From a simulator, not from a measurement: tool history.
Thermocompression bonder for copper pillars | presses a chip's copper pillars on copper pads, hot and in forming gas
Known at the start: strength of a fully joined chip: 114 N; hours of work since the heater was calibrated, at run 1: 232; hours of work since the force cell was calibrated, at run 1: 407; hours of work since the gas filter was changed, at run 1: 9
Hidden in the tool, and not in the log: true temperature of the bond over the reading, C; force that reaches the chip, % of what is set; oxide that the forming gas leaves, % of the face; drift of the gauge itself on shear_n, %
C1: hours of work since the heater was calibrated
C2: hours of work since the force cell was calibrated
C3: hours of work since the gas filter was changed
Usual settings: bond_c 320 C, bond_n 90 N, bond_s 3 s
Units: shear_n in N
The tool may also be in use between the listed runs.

{"run": 1, "day": 0.0, "bond_c": 320, "bond_n": 90, "bond_s": 3, "C1": 232, "C2": 407, "C3": 9, "shear_n": 83.1}
{"run": 2, "day": 0.429, "bond_c": 320, "bond_n": 90, "bond_s": 3, "C1": 239, "C2": 414, "C3": 16, "shear_n": 83.1}
{"run": 3, "day": 0.879, "bond_c": 320, "bond_n": 90, "bond_s": 3, "C1": 247, "C2": 422, "C3": 24, "shear_n": 83.2}
{"run": 4, "day": 1.612, "bond_c": 320, "bond_n": 90, "bond_s": 3, "C1": 260, "C2": 435, "C3": 36, "shear_n": 83.1}
{"run": 5, "day": 2.367, "bond_c": 336, "bond_n": 90, "bond_s": 3, "C1": 273, "C2": 448, "C3": 49, "shear_n": 90.1}
{"run": 6, "day": 3.054, "bond_c": 320, "bond_n": 90, "bond_s": 3, "C1": 284, "C2": 460, "C3": 61, "shear_n": 82.9}
{"run": 7, "day": 3.858, "bond_c": 320, "bond_n": 90, "bond_s": 3, "C1": 298, "C2": 473, "C3": 75, "shear_n": 82.7}
{"run": 8, "day": 4.554, "bond_c": 320, "bond_n": 90, "bond_s": 3, "C1": 310, "C2": 485, "C3": 87, "shear_n": 82.7}
{"run": 9, "day": 5.358, "bond_c": 320, "bond_n": 90, "bond_s": 3, "C1": 324, "C2": 499, "C3": 101, "shear_n": 82.9}
{"run": 10, "day": 6.038, "bond_c": 320, "bond_n": 90, "bond_s": 3, "C1": 336, "C2": 511, "C3": 113, "shear_n": 83.4}
{"run": 11, "day": 6.662, "bond_c": 320, "bond_n": 90, "bond_s": 2, "C1": 347, "C2": 522, "C3": 123, "shear_n": 74}
{"run": 12, "day": 7.212, "bond_c": 312, "bond_n": 90, "bond_s": 3, "C1": 356, "C2": 531, "C3": 133, "shear_n": 78.5}
{"run": 13, "day": 7.779, "bond_c": 312, "bond_n": 90, "bond_s": 3, "C1": 366, "C2": 541, "C3": 143, "shear_n": 79.2}
{"run": 14, "day": 8.346, "bond_c": 320, "bond_n": 90, "bond_s": 3, "C1": 376, "C2": 551, "C3": 152, "shear_n": 82.5}
{"run": 15, "day": 8.912, "bond_c": 320, "bond_n": 90, "bond_s": 3, "C1": 385, "C2": 560, "C3": 162, "shear_n": 82.5}
{"run": 16, "day": 9.388, "bond_c": 320, "bond_n": 90, "bond_s": 3, "C1": 393, "C2": 569, "C3": 170, "shear_n": 82.5}
{"run": 17, "day": 10.038, "bond_c": 320, "bond_n": 90, "bond_s": 3, "C1": 405, "C2": 580, "C3": 181, "shear_n": 83.7}
{"run": 18, "day": 10.767, "bond_c": 320, "bond_n": 90, "bond_s": 2, "C1": 417, "C2": 592, "C3": 194, "shear_n": 74.9}
{"run": 19, "day": 11.496, "bond_c": 320, "bond_n": 90, "bond_s": 3, "C1": 430, "C2": 605, "C3": 207, "shear_n": 82.8}
{"run": 20, "day": 12.088, "bond_c": 320, "bond_n": 90, "bond_s": 3, "C1": 440, "C2": 615, "C3": 217, "shear_n": 82.7}
{"run": 21, "day": 12.658, "bond_c": 337, "bond_n": 106, "bond_s": 3, "C1": 450, "C2": 625, "C3": 227, "shear_n": 97.5}
{"day": 12.808, "done": "forming gas filter changed"}
{"run": 22, "day": 13.233, "bond_c": 337, "bond_n": 69, "bond_s": 8, "C1": 459, "C2": 634, "C3": 7, "shear_n": 96.4}
{"run": 23, "day": 13.842, "bond_c": 320, "bond_n": 105, "bond_s": 3, "C1": 470, "C2": 645, "C3": 18, "shear_n": 90.4}
{"run": 24, "day": 14.412, "bond_c": 320, "bond_n": 108, "bond_s": 2, "C1": 480, "C2": 655, "C3": 28, "shear_n": 83.3}
{"run": 25, "day": 14.762, "bond_c": 290, "bond_n": 108, "bond_s": 2, "C1": 486, "C2": 661, "C3": 34, "shear_n": 68.2}
{"run": 26, "day": 15.392, "bond_c": 340, "bond_n": 89, "bond_s": 5, "C1": 497, "C2": 672, "C3": 45, "shear_n": 99.9}
{"run": 27, "day": 15.958, "bond_c": 340, "bond_n": 89, "bond_s": 5, "C1": 506, "C2": 681, "C3": 54, "shear_n": 99.7}
{"run": 28, "day": 16.629, "bond_c": 321, "bond_n": 72, "bond_s": 5, "C1": 518, "C2": 693, "C3": 66, "shear_n": 82.8}
{"run": 29, "day": 16.971, "bond_c": 321, "bond_n": 70, "bond_s": 4, "C1": 524, "C2": 699, "C3": 72, "shear_n": 76.7}
{"run": 30, "day": 17.7, "bond_c": 324, "bond_n": 112, "bond_s": 4, "C1": 536, "C2": 711, "C3": 84, "shear_n": 99.1}
{"run": 31, "day": 18.142, "bond_c": 320, "bond_n": 57, "bond_s": 2, "C1": 544, "C2": 719, "C3": 92, "shear_n": 52.6}
{"run": 32, "day": 18.471, "bond_c": 320, "bond_n": 57, "bond_s": 2, "C1": 550, "C2": 725, "C3": 98, "shear_n": 52.6}
{"run": 33, "day": 19.046, "bond_c": 320, "bond_n": 131, "bond_s": 3, "C1": 559, "C2": 735, "C3": 107, "shear_n": 99.3}
{"run": 34, "day": 19.521, "bond_c": 320, "bond_n": 131, "bond_s": 3, "C1": 568, "C2": 743, "C3": 116, "shear_n": 98.9}
{"run": 35, "day": 20.162, "bond_c": 320, "bond_n": 90, "bond_s": 3, "C1": 579, "C2": 754, "C3": 127, "shear_n": 82.7}
{"run": 36, "day": 20.729, "bond_c": 294, "bond_n": 97, "bond_s": 2, "C1": 588, "C2": 764, "C3": 136, "shear_n": 65.1}

The next listed run, before its measurement:
{"run": 37, "day": 21.083, "bond_c": 320, "bond_n": 90, "bond_s": 2, "C1": 595, "C2": 770, "C3": 143, "shear_n": "?"}

shear_n: 75 N
Without the tool's hidden state the same run would have given shear_n 75 N.
